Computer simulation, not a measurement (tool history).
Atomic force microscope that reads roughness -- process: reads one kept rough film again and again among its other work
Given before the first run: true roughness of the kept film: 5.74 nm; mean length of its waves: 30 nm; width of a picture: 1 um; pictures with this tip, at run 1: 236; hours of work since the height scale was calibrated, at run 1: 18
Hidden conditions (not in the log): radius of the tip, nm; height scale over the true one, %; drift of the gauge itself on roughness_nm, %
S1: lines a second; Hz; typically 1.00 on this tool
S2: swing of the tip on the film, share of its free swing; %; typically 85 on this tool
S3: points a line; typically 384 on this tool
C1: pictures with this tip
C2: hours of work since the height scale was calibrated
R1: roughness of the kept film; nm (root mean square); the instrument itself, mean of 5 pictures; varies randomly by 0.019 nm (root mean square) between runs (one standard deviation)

| run | hour | S1 | S2 | S3 | C1 | C2 | R1 |
|---|---|---|---|---|---|---|---|
| 1 | 0.0 | 1.00 | 85 | 384 | 236 | 18 | 4.503 |
| 2 | 13.0 | 1.00 | 85 | 384 | 252 | 24 | 4.536 |
|  | 30.3 | new tip fitted |
| 3 | 36.2 | 1.00 | 85 | 384 | 8 | 34 | 4.535 |
| 4 | 59.0 | 1.00 | 85 | 384 | 36 | 45 | 4.554 |
| 5 | 81.2 | 1.00 | 66 | 384 | 64 | 55 | 4.751 |
| 6 | 97.7 | 1.00 | 66 | 384 | 85 | 63 | 4.703 |
| 7 | 115.2 | 1.00 | 66 | 384 | 107 | 71 | 4.720 |
| 8 | 128.4 | 1.00 | 86 | 384 | 123 | 77 | 4.484 |
| 9 | 145.8 | 1.00 | 86 | 384 | 145 | 85 | 4.508 |
| 10 | 167.4 | 1.00 | 86 | 384 | 172 | 96 | 4.502 |
| 11 | 178.7 | 1.00 | 85 | 384 | 187 | 101 | 4.547 |
| 12 | 199.7 | 1.99 | 85 | 384 | 213 | 111 | 4.243 |
| 13 | 221.5 | 1.99 | 85 | 384 | 240 | 121 | 4.207 |
| 14 | 235.5 | 0.93 | 85 | 384 | 258 | 127 | 4.536 |
|  | 249.3 | new tip fitted |
| 15 | 260.3 | 0.93 | 85 | 384 | 14 | 139 | 4.524 |
| 16 | 286.6 | 1.00 | 64 | 311 | 47 | 151 | 4.722 |
| 17 | 305.7 | 1.92 | 58 | 1021 | 71 | 160 | 4.703 |
| 18 | 328.4 | 1.92 | 58 | 1021 | 99 | 170 | 4.744 |
| 19 | 340.1 | 1.92 | 58 | 1021 | 114 | 176 | 4.726 |
| 20 | 366.7 | 1.92 | 58 | 1021 | 147 | 188 | 4.756 |

Forecast run 21:
| 21 | 381.6 | 1.92 | 58 | 1021 | 166 | 195 | ? |

For run 21 the tool returned R1 4.753 nm (root mean square).
If the tool had no hidden condition, the same run with the same run-to-run variation would have returned R1 4.763 nm (root mean square).
